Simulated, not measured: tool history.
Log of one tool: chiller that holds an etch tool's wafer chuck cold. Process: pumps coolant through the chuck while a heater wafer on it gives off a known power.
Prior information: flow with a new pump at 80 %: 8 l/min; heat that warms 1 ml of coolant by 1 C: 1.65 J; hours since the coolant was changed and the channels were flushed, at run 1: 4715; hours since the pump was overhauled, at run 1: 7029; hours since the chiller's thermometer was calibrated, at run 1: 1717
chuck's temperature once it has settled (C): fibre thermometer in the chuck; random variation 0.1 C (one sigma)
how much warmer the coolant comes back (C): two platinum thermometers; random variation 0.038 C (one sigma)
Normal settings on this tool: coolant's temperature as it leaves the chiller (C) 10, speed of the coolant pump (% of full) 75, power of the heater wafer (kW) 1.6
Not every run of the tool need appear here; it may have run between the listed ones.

run,hour,coolant's temperature as it leaves the chiller (C),speed of the coolant pump (% of full),power of the heater wafer (kW),hours since the coolant was changed and the channels were flushed,hours since the pump was overhauled,hours since the chiller's thermometer was calibrated,chuck's temperature once it has settled (C),how much warmer the coolant comes back (C)
1,0,10,75,1.6,4715,7029,1717,28.7,9.46
2,113.2,10,75,1.6,4828,7143,1830,28.8,9.39
3,193,10,75,1.6,4908,7222,1910,28.9,9.5
4,319.3,10,75,1.6,5035,7349,2036,29,9.58
5,419.1,10,75,1.6,5134,7448,2136,29.2,9.48
# hour 543.8: chiller's thermometer calibrated
6,556.4,10,75,1.6,5271,7585,13,29.2,9.49
# hour 704.4: coolant changed, channels flushed
7,728.4,10,75,1.6,24,7751,179,26.2,9.64
8,802.7,10,75,1.6,98,7825,253,26.4,9.68
9,961.9,16,75,1.6,257,7984,412,32.6,9.7
10,1118.3,16,75,1.6,414,8141,568,32.7,9.79
11,1191.4,16,75,1.6,487,8214,642,32.9,9.84
12,1302.6,16,75,1.6,598,8325,753,32.9,9.86
13,1468.8,10,75,1.279,764,8491,919,23.8,7.9
14,1633.5,10,69,1.986,929,8656,1084,33,13.41
15,1710.3,10,69,1.35,1006,8733,1160,25.7,9.18
# hour 1784.5: coolant pump overhauled
16,1800.7,4,69,1.929,1091,16,1246,22.4,10.24
17,1906.2,4,69,1.929,1197,122,1351,22.4,10.13
18,2000.8,3,66,1.6,1291,216,1446,19.1,8.93
19,2160.4,3,81,1.6,1451,376,1606,16.5,7.33
20,2245.1,10,75,1.6,1536,461,1690,24.5,7.84
21,2326.5,10,75,1.6,1617,542,1772,24.8,7.91
22,2441.1,15,78,1.6,1732,657,1886,29.3,7.64
23,2606.6,19,76,1.98,1897,822,2052,37.2,9.7
24,2683.6,7,72,1.6,1974,899,2129,22.7,8.36

Below, some changes in chuck's temperature once it has settled (C) between adjacent runs. For each, the amount present without the hidden state too (settings, incoming material, random variation) and the amount remaining for the hidden state with gauge scatter not shared by both compared results:
Hidden conditions of the tool in this case: heat passed by the chuck's channels, % of clean ones'; flow at a given pump speed, % of a new pump's; coolant's true temperature over the reading, C; drift of the gauge itself on chuck_c, C; drift of the gauge itself on warmer_back_c, C.
Run 6 -> 7: coolant changed, channels flushed. chuck's temperature once it has settled (C) -3: hidden state -2.7, all else -0.3.
Run 13 -> 14: speed of the coolant pump (% of full) 75 -> 69, power of the heater wafer (kW) 1.279 -> 1.986. chuck's temperature once it has settled (C) +9.2: hidden state +2.2, all else +7.
Run 15 -> 16: coolant's temperature as it leaves the chiller (C) 10 -> 4, power of the heater wafer (kW) 1.35 -> 1.929, coolant pump overhauled. chuck's temperature once it has settled (C) -3.3: hidden state -2.7, all else -0.6.
Run 23 -> 24: coolant's temperature as it leaves the chiller (C) 19 -> 7, speed of the coolant pump (% of full) 76 -> 72, power of the heater wafer (kW) 1.98 -> 1.6. chuck's temperature once it has settled (C) -14.5: hidden state -0.2, all else -14.3.
